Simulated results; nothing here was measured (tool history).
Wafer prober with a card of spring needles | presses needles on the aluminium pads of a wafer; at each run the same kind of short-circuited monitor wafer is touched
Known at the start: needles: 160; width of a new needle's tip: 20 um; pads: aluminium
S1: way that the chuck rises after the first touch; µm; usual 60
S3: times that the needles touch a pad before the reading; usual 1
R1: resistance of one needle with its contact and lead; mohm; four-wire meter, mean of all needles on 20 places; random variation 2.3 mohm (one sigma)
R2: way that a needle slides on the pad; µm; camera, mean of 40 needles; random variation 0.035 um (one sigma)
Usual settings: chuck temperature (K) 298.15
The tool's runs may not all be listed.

run 1 hour=0.0 | S1=60 chuck_temperature_(K)=298.15 S3=1 | R1=464 R2=11.21
run 2 hour=16.9 | S1=60 chuck_temperature_(K)=298.15 S3=1 | R1=268 R2=11.14
run 3 hour=53.3 | S1=60 chuck_temperature_(K)=298.15 S3=1 | R1=403 R2=11.19
run 4 hour=89.0 | S1=60 chuck_temperature_(K)=298.15 S3=1 | R1=460 R2=11.36
run 5 hour=105.4 | S1=60 chuck_temperature_(K)=298.15 S3=1 | R1=271 R2=11.33
run 6 hour=120.9 | S1=60 chuck_temperature_(K)=298.15 S3=2 | R1=279 R2=11.38
run 7 hour=145.4 | S1=60 chuck_temperature_(K)=298.15 S3=2 | R1=367 R2=11.28
run 8 hour=166.7 | S1=60 chuck_temperature_(K)=298.15 S3=2 | R1=270 R2=11.24
run 9 hour=198.8 | S1=60 chuck_temperature_(K)=298.15 S3=2 | R1=268 R2=11.25
run 10 hour=231.0 | S1=60 chuck_temperature_(K)=298.15 S3=2 | R1=301 R2=11.21
run 11 hour=267.1 | S1=60 chuck_temperature_(K)=298.15 S3=2 | R1=381 R2=11.11
run 12 hour=294.5 | S1=60 chuck_temperature_(K)=298.15 S3=2 | R1=389 R2=11.15
run 13 hour=312.2 | S1=60 chuck_temperature_(K)=298.15 S3=2 | R1=390 R2=11.12
run 14 hour=340.7 | S1=60 chuck_temperature_(K)=298.15 S3=1 | R1=474 R2=11.08
run 15 hour=358.0 | S1=60 chuck_temperature_(K)=304.15 S3=1 | R1=268 R2=11.34
run 16 hour=392.4 | S1=60 chuck_temperature_(K)=298.15 S3=1 | R1=368 R2=11.31
run 17 hour=409.3 | S1=60 chuck_temperature_(K)=298.15 S3=1 | R1=375 R2=11.29
run 18 hour=427.7 | S1=78 chuck_temperature_(K)=298.15 S3=2 | R1=321 R2=14.66
run 19 hour=458.5 | S1=60 chuck_temperature_(K)=298.15 S3=1 | R1=480 R2=11.25
run 20 hour=474.1 | S1=67 chuck_temperature_(K)=299.15 S3=2 | R1=357 R2=12.50
run 21 hour=506.6 | S1=67 chuck_temperature_(K)=299.15 S3=2 | R1=263 R2=12.52
run 22 hour=534.8 | S1=57 chuck_temperature_(K)=350.15 S3=2 | R1=290 R2=10.59
run 23 hour=565.4 | S1=57 chuck_temperature_(K)=352.15 S3=3 | R1=292 R2=10.53
run 24 hour=585.7 | S1=60 chuck_temperature_(K)=298.15 S3=2 | R1=346 R2=11.16
run 25 hour=608.1 | S1=74 chuck_temperature_(K)=298.15 S3=2 | R1=259 R2=13.79
run 26 hour=642.4 | S1=74 chuck_temperature_(K)=325.15 S3=2 | R1=308 R2=14.00
run 27 hour=667.8 | S1=74 chuck_temperature_(K)=325.15 S3=2 | R1=279 R2=14.02
run 28 hour=690.1 | S1=42 chuck_temperature_(K)=314.15 S3=1 | R1=681 R2=7.88
run 29 hour=708.6 | S1=62 chuck_temperature_(K)=386.15 S3=2 | R1=296 R2=11.65
run 30 hour=735.2 | S1=62 chuck_temperature_(K)=386.15 S3=2 | R1=399 R2=11.60
run 31 hour=766.6 | S1=46 chuck_temperature_(K)=298.15 S3=1 | R1=687 R2=8.50
run 32 hour=793.8 | S1=46 chuck_temperature_(K)=298.15 S3=1 | R1=645 R2=8.51

Not shown: 57 entries that the log had between the listed runs. Between which runs, and how does the tool's hidden state differ before and after?
Between runs 1 and 2: tips cleaned on abrasive film (hour 2.4); tips cleaned on abrasive film (hour 16.9)
  debris on the tips, nm: 82.7 -> 3.5; way that the needles fall short of the set height, um: 0.93 -> 1.16; tips' diameter, um: 20.33 -> 20.4
  measured less the result without the state, R1: +210 -> +10 mohm; R2: -0.18 -> -0.22 µm
Between runs 2 and 3: tips cleaned on abrasive film (hour 31.8); tips cleaned on abrasive film (hour 46.7)
  debris on the tips, nm: 3.5 -> 57.2; way that the needles fall short of the set height, um: 1.16 -> 1.35; tips' diameter, um: 20.4 -> 20.47
  measured less the result without the state, R1: +10 -> +150 mohm; R2: -0.22 -> -0.26 µm
Between runs 3 and 4: tips cleaned on abrasive film (hour 61.0); tips cleaned on abrasive film (hour 75.3); height of the first contact set anew (hour 86.8)
  debris on the tips, nm: 57.2 -> 84.8; way that the needles fall short of the set height, um: 1.35 -> 0; tips' diameter, um: 20.47 -> 20.53
  measured less the result without the state, R1: +150 -> +210 mohm; R2: -0.26 -> +0.00 µm
Between runs 4 and 5: tips cleaned on abrasive film (hour 91.1); tips cleaned on abrasive film (hour 105.2)
  debris on the tips, nm: 84.8 -> 7.7; way that the needles fall short of the set height, um: 0 -> 0.17; tips' diameter, um: 20.53 -> 20.59
  measured less the result without the state, R1: +210 -> +20 mohm; R2: +0.00 -> -0.03 µm
Between runs 5 and 6: tips cleaned on abrasive film (hour 120.0)
  debris on the tips, nm: 7.7 -> 17; way that the needles fall short of the set height, um: 0.17 -> 0.25; tips' diameter, um: 20.59 -> 20.62
  measured less the result without the state, R1: +20 -> +27 mohm; R2: -0.03 -> -0.05 µm
Between runs 6 and 7: tips cleaned on abrasive film (hour 135.1)
  debris on the tips, nm: 17 -> 75; way that the needles fall short of the set height, um: 0.25 -> 0.35; tips' diameter, um: 20.62 -> 20.65
  measured less the result without the state, R1: +27 -> +115 mohm; R2: -0.05 -> -0.07 µm
Between runs 7 and 8: tips cleaned on abrasive film (hour 149.8); tips cleaned on abrasive film (hour 166.3)
  debris on the tips, nm: 75 -> 7; way that the needles fall short of the set height, um: 0.35 -> 0.53; tips' diameter, um: 20.65 -> 20.72
  measured less the result without the state, R1: +115 -> +12 mohm; R2: -0.07 -> -0.10 µm
Between runs 8 and 9: tips cleaned on abrasive film (hour 182.7); tips cleaned on abrasive film (hour 198.6)
  debris on the tips, nm: 7 -> 11.1; way that the needles fall short of the set height, um: 0.53 -> 0.7; tips' diameter, um: 20.72 -> 20.78
  measured less the result without the state, R1: +12 -> +18 mohm; R2: -0.10 -> -0.13 µm
Between runs 9 and 10: tips cleaned on abrasive film (hour 213.1); tips cleaned on abrasive film (hour 228.3)
  debris on the tips, nm: 11.1 -> 30.4; way that the needles fall short of the set height, um: 0.7 -> 0.9; tips' diameter, um: 20.78 -> 20.85
  measured less the result without the state, R1: +18 -> +49 mohm; R2: -0.13 -> -0.17 µm
Between runs 10 and 11: tips cleaned on abrasive film (hour 241.8); tips cleaned on abrasive film (hour 255.7)
  debris on the tips, nm: 30.4 -> 79.3; way that the needles fall short of the set height, um: 0.9 -> 1.1; tips' diameter, um: 20.85 -> 20.92
  measured less the result without the state, R1: +49 -> +129 mohm; R2: -0.17 -> -0.21 µm
Between runs 11 and 12: tips cleaned on abrasive film (hour 270.5); tips cleaned on abrasive film (hour 284.4)
  debris on the tips, nm: 79.3 -> 77.8; way that the needles fall short of the set height, um: 1.1 -> 1.24; tips' diameter, um: 20.92 -> 20.96
  measured less the result without the state, R1: +129 -> +130 mohm; R2: -0.21 -> -0.23 µm
Between runs 12 and 13: tips cleaned on abrasive film (hour 300.0)
  debris on the tips, nm: 77.8 -> 82.2; way that the needles fall short of the set height, um: 1.24 -> 1.34; tips' diameter, um: 20.96 -> 21
  measured less the result without the state, R1: +130 -> +137 mohm; R2: -0.23 -> -0.25 µm
Between runs 13 and 14: tips cleaned on abrasive film (hour 314.8); tips cleaned on abrasive film (hour 329.5)
  debris on the tips, nm: 82.2 -> 78.6; way that the needles fall short of the set height, um: 1.34 -> 1.5; tips' diameter, um: 21 -> 21.06
  measured less the result without the state, R1: +137 -> +219 mohm; R2: -0.25 -> -0.28 µm
Between runs 14 and 15: tips cleaned on abrasive film (hour 344.0); height of the first contact set anew (hour 353.4); tips cleaned on abrasive film (hour 358.0)
  debris on the tips, nm: 78.6 -> 3.7; way that the needles fall short of the set height, um: 1.5 -> 0.06; tips' diameter, um: 21.06 -> 21.11
  measured less the result without the state, R1: +219 -> +11 mohm; R2: -0.28 -> -0.01 µm
Between runs 15 and 16: tips cleaned on abrasive film (hour 372.9); tips cleaned on abrasive film (hour 388.1)
  debris on the tips, nm: 3.7 -> 43.4; way that the needles fall short of the set height, um: 0.06 -> 0.21; tips' diameter, um: 21.11 -> 21.16
  measured less the result without the state, R1: +11 -> +116 mohm; R2: -0.01 -> -0.04 µm
Between runs 16 and 17: tips cleaned on abrasive film (hour 404.6)
  debris on the tips, nm: 43.4 -> 45.9; way that the needles fall short of the set height, um: 0.21 -> 0.29; tips' diameter, um: 21.16 -> 21.19
  measured less the result without the state, R1: +116 -> +124 mohm; R2: -0.04 -> -0.06 µm
Between runs 17 and 18: tips cleaned on abrasive film (hour 418.3)
  debris on the tips, nm: 45.9 -> 70.2; way that the needles fall short of the set height, um: 0.29 -> 0.38; tips' diameter, um: 21.19 -> 21.22
  measured less the result without the state, R1: +124 -> +71 mohm; R2: -0.06 -> -0.07 µm
Between runs 18 and 19: tips cleaned on abrasive film (hour 432.1); tips cleaned on abrasive film (hour 447.7)
  debris on the tips, nm: 70.2 -> 82.2; way that the needles fall short of the set height, um: 0.38 -> 0.59; tips' diameter, um: 21.22 -> 21.3
  measured less the result without the state, R1: +71 -> +226 mohm; R2: -0.07 -> -0.11 µm
Between runs 19 and 20: tips cleaned on abrasive film (hour 462.3)
  debris on the tips, nm: 82.2 -> 80; way that the needles fall short of the set height, um: 0.59 -> 0.68; tips' diameter, um: 21.3 -> 21.33
  measured less the result without the state, R1: +226 -> +107 mohm; R2: -0.11 -> -0.13 µm
Between runs 20 and 21: tips cleaned on abrasive film (hour 476.5); tips cleaned on abrasive film (hour 492.7); tips cleaned on abrasive film (hour 506.6)
  debris on the tips, nm: 80 -> 8.6; way that the needles fall short of the set height, um: 0.68 -> 0.9; tips' diameter, um: 21.33 -> 21.4
  measured less the result without the state, R1: +107 -> +13 mohm; R2: -0.13 -> -0.17 µm
Between runs 21 and 22: tips cleaned on abrasive film (hour 521.1); tips cleaned on abrasive film (hour 534.8)
  debris on the tips, nm: 8.6 -> 8.5; way that the needles fall short of the set height, um: 0.9 -> 1.07; tips' diameter, um: 21.4 -> 21.46
  measured less the result without the state, R1: +13 -> +18 mohm; R2: -0.17 -> -0.20 µm
Between runs 22 and 23: tips cleaned on abrasive film (hour 549.4); tips cleaned on abrasive film (hour 564.8)
  debris on the tips, nm: 8.5 -> 12.5; way that the needles fall short of the set height, um: 1.07 -> 1.2; tips' diameter, um: 21.46 -> 21.51
  measured less the result without the state, R1: +18 -> +17 mohm; R2: -0.20 -> -0.23 µm
Between runs 23 and 24: tips cleaned on abrasive film (hour 579.1)
  debris on the tips, nm: 12.5 -> 56.1; way that the needles fall short of the set height, um: 1.2 -> 1.28; tips' diameter, um: 21.51 -> 21.54
  measured less the result without the state, R1: +17 -> +97 mohm; R2: -0.23 -> -0.24 µm
Between runs 24 and 25: tips cleaned on abrasive film (hour 593.7); tips cleaned on abrasive film (hour 608.1)
  debris on the tips, nm: 56.1 -> 9.3; way that the needles fall short of the set height, um: 1.28 -> 1.43; tips' diameter, um: 21.54 -> 21.59
  measured less the result without the state, R1: +97 -> +13 mohm; R2: -0.24 -> -0.27 µm
Between runs 25 and 26: height of the first contact set anew (hour 621.3); tips cleaned on abrasive film (hour 623.8); tips cleaned on abrasive film (hour 637.7)
  debris on the tips, nm: 9.3 -> 49.2; way that the needles fall short of the set height, um: 1.43 -> 0.19; tips' diameter, um: 21.59 -> 21.66
  measured less the result without the state, R1: +13 -> +54 mohm; R2: -0.27 -> -0.04 µm
Between runs 26 and 27: tips cleaned on abrasive film (hour 652.5); tips cleaned on abrasive film (hour 666.7)
  debris on the tips, nm: 49.2 -> 19.1; way that the needles fall short of the set height, um: 0.19 -> 0.38; tips' diameter, um: 21.66 -> 21.73
  measured less the result without the state, R1: +54 -> +23 mohm; R2: -0.04 -> -0.07 µm
Between runs 27 and 28: tips cleaned on abrasive film (hour 680.9)
  debris on the tips, nm: 19.1 -> 72.1; way that the needles fall short of the set height, um: 0.38 -> 0.46; tips' diameter, um: 21.73 -> 21.76
  measured less the result without the state, R1: +23 -> +407 mohm; R2: -0.07 -> -0.09 µm
Between runs 28 and 29: tips cleaned on abrasive film (hour 695.0); tips cleaned on abrasive film (hour 708.6)
  debris on the tips, nm: 72.1 -> 9.2; way that the needles fall short of the set height, um: 0.46 -> 0.65; tips' diameter, um: 21.76 -> 21.82
  measured less the result without the state, R1: +407 -> +16 mohm; R2: -0.09 -> -0.12 µm
Between runs 29 and 30: tips cleaned on abrasive film (hour 723.3)
  debris on the tips, nm: 9.2 -> 83; way that the needles fall short of the set height, um: 0.65 -> 0.72; tips' diameter, um: 21.82 -> 21.85
  measured less the result without the state, R1: +16 -> +120 mohm; R2: -0.12 -> -0.14 µm
Between runs 30 and 31: tips cleaned on abrasive film (hour 739.9); tips cleaned on abrasive film (hour 753.8)
  debris on the tips, nm: 83 -> 85.5; way that the needles fall short of the set height, um: 0.72 -> 0.91; tips' diameter, um: 21.85 -> 21.91
  measured less the result without the state, R1: +120 -> +424 mohm; R2: -0.14 -> -0.18 µm
Between runs 31 and 32: tips cleaned on abrasive film (hour 769.4); tips cleaned on abrasive film (hour 783.1)
  debris on the tips, nm: 85.5 -> 75.8; way that the needles fall short of the set height, um: 0.91 -> 1.06; tips' diameter, um: 21.91 -> 21.96
  measured less the result without the state, R1: +424 -> +381 mohm; R2: -0.18 -> -0.20 µm

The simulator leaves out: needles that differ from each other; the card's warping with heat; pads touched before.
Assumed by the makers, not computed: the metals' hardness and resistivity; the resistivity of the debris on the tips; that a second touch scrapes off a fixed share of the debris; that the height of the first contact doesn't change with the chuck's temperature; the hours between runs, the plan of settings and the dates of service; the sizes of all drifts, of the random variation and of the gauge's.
